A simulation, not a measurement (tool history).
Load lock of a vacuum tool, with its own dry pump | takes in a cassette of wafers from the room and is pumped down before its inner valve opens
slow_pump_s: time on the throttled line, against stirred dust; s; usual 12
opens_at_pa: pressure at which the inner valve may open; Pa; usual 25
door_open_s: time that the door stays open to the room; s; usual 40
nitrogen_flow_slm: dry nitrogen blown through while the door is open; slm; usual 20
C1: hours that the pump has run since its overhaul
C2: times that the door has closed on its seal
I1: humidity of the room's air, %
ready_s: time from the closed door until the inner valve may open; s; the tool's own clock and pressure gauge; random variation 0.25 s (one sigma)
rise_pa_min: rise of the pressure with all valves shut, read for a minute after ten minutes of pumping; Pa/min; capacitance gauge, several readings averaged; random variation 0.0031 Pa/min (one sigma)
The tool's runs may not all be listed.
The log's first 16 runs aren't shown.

{"run": 17, "day": 154.742, "slow_pump_s": 12, "opens_at_pa": 25, "door_open_s": 40, "nitrogen_flow_slm": 20, "C1": 4518, "C2": 29854, "I1": 45.6, "ready_s": 23.2, "rise_pa_min": 0.111}
{"run": 18, "day": 161.529, "slow_pump_s": 8, "opens_at_pa": 25, "door_open_s": 40, "nitrogen_flow_slm": 20, "C1": 4681, "C2": 30245, "I1": 45.2, "ready_s": 20, "rise_pa_min": 0.11}
{"run": 19, "day": 174.233, "slow_pump_s": 12, "opens_at_pa": 25, "door_open_s": 40, "nitrogen_flow_slm": 9, "C1": 4986, "C2": 30977, "I1": 44.6, "ready_s": 23.3, "rise_pa_min": 0.123}
{"run": 20, "day": 184.483, "slow_pump_s": 12, "opens_at_pa": 25, "door_open_s": 40, "nitrogen_flow_slm": 9, "C1": 5232, "C2": 31568, "I1": 47.3, "ready_s": 23.3, "rise_pa_min": 0.133}
{"run": 21, "day": 191.354, "slow_pump_s": 12, "opens_at_pa": 25, "door_open_s": 25, "nitrogen_flow_slm": 20, "C1": 5397, "C2": 31964, "I1": 48.1, "ready_s": 23.5, "rise_pa_min": 0.11}
{"run": 22, "day": 198.508, "slow_pump_s": 12, "opens_at_pa": 28, "door_open_s": 40, "nitrogen_flow_slm": 20, "C1": 5569, "C2": 32376, "I1": 45.3, "ready_s": 23.4, "rise_pa_min": 0.113}
{"run": 23, "day": 205.775, "slow_pump_s": 9, "opens_at_pa": 21, "door_open_s": 28, "nitrogen_flow_slm": 27, "C1": 5743, "C2": 32795, "I1": 44.1, "ready_s": 21, "rise_pa_min": 0.107}
{"run": 24, "day": 211.683, "slow_pump_s": 9, "opens_at_pa": 23, "door_open_s": 28, "nitrogen_flow_slm": 10, "C1": 5885, "C2": 33136, "I1": 43.7, "ready_s": 21.5, "rise_pa_min": 0.12}
{"run": 25, "day": 220.421, "slow_pump_s": 13, "opens_at_pa": 36, "door_open_s": 73, "nitrogen_flow_slm": 20, "C1": 6095, "C2": 33639, "I1": 43.3, "ready_s": 24, "rise_pa_min": 0.147}
{"run": 26, "day": 230.254, "slow_pump_s": 16, "opens_at_pa": 45, "door_open_s": 78, "nitrogen_flow_slm": 13, "C1": 6331, "C2": 34206, "I1": 42, "ready_s": 25.7, "rise_pa_min": 0.163}
{"run": 27, "day": 237.117, "slow_pump_s": 16, "opens_at_pa": 45, "door_open_s": 112, "nitrogen_flow_slm": 13, "C1": 6495, "C2": 34601, "I1": 46.6, "ready_s": 25.7, "rise_pa_min": 0.19}
{"run": 28, "day": 242.958, "slow_pump_s": 12, "opens_at_pa": 25, "door_open_s": 40, "nitrogen_flow_slm": 45, "C1": 6636, "C2": 34938, "I1": 43.4, "ready_s": 23.2, "rise_pa_min": 0.108}
{"run": 29, "day": 252.062, "slow_pump_s": 12, "opens_at_pa": 19, "door_open_s": 40, "nitrogen_flow_slm": 45, "C1": 6854, "C2": 35462, "I1": 44.2, "ready_s": 23.9, "rise_pa_min": 0.107}
{"run": 30, "day": 258.438, "slow_pump_s": 12, "opens_at_pa": 19, "door_open_s": 40, "nitrogen_flow_slm": 45, "C1": 7007, "C2": 35830, "I1": 43.6, "ready_s": 24.5, "rise_pa_min": 0.115}
{"run": 31, "day": 267.021, "slow_pump_s": 12, "opens_at_pa": 19, "door_open_s": 40, "nitrogen_flow_slm": 45, "C1": 7213, "C2": 36324, "I1": 42.6, "ready_s": 24, "rise_pa_min": 0.113}
{"run": 32, "day": 278.508, "slow_pump_s": 12, "opens_at_pa": 19, "door_open_s": 76, "nitrogen_flow_slm": 25, "C1": 7489, "C2": 36986, "I1": 41, "ready_s": 24.2, "rise_pa_min": 0.145}
{"run": 33, "day": 289.088, "slow_pump_s": 12, "opens_at_pa": 19, "door_open_s": 76, "nitrogen_flow_slm": 25, "C1": 7743, "C2": 37596, "I1": 41.9, "ready_s": 24.3, "rise_pa_min": 0.145}
{"run": 34, "day": 296.004, "slow_pump_s": 7, "opens_at_pa": 19, "door_open_s": 63, "nitrogen_flow_slm": 11, "C1": 7909, "C2": 37994, "I1": 42.3, "ready_s": 20.3, "rise_pa_min": 0.161}
{"run": 35, "day": 301.7, "slow_pump_s": 8, "opens_at_pa": 29, "door_open_s": 226, "nitrogen_flow_slm": 9, "C1": 8046, "C2": 38323, "I1": 43.6, "ready_s": 20.6, "rise_pa_min": 0.277}
{"run": 36, "day": 311.267, "slow_pump_s": 10, "opens_at_pa": 29, "door_open_s": 226, "nitrogen_flow_slm": 15, "C1": 8275, "C2": 38874, "I1": 44.4, "ready_s": 22, "rise_pa_min": 0.258}
{"run": 37, "day": 322.421, "slow_pump_s": 12, "opens_at_pa": 26, "door_open_s": 40, "nitrogen_flow_slm": 20, "C1": 8543, "C2": 39516, "I1": 44.9, "ready_s": 23.9, "rise_pa_min": 0.145}

Forecast each of these 4 alternatives for the next run:
{"run": "A", "day": 333.417, "slow_pump_s": 21, "opens_at_pa": 24, "door_open_s": 40, "nitrogen_flow_slm": 20, "C1": 8807, "C2": 40150, "I1": 46.4, "ready_s": "?", "rise_pa_min": "?"}
{"run": "B", "day": 333.417, "slow_pump_s": 17, "opens_at_pa": 25, "door_open_s": 40, "nitrogen_flow_slm": 6, "C1": 8807, "C2": 40150, "I1": 45.8, "ready_s": "?", "rise_pa_min": "?"}
{"run": "C", "day": 333.417, "slow_pump_s": 12, "opens_at_pa": 25, "door_open_s": 85, "nitrogen_flow_slm": 20, "C1": 8807, "C2": 40150, "I1": 39.5, "ready_s": "?", "rise_pa_min": "?"}
{"run": "D", "day": 333.417, "slow_pump_s": 12, "opens_at_pa": 26, "door_open_s": 211, "nitrogen_flow_slm": 20, "C1": 8807, "C2": 40150, "I1": 42.3, "ready_s": "?", "rise_pa_min": "?"}

run=A ready_s=31.1 rise_pa_min=0.146
run=B ready_s=28.3 rise_pa_min=0.157
run=C ready_s=23.7 rise_pa_min=0.159
run=D ready_s=23.6 rise_pa_min=0.241
Without the tool's hidden state the same runs would have given:
run=A ready_s=29.6 rise_pa_min=0.065
run=B ready_s=26.6 rise_pa_min=0.077
run=C ready_s=21.8 rise_pa_min=0.079
run=D ready_s=21.7 rise_pa_min=0.16

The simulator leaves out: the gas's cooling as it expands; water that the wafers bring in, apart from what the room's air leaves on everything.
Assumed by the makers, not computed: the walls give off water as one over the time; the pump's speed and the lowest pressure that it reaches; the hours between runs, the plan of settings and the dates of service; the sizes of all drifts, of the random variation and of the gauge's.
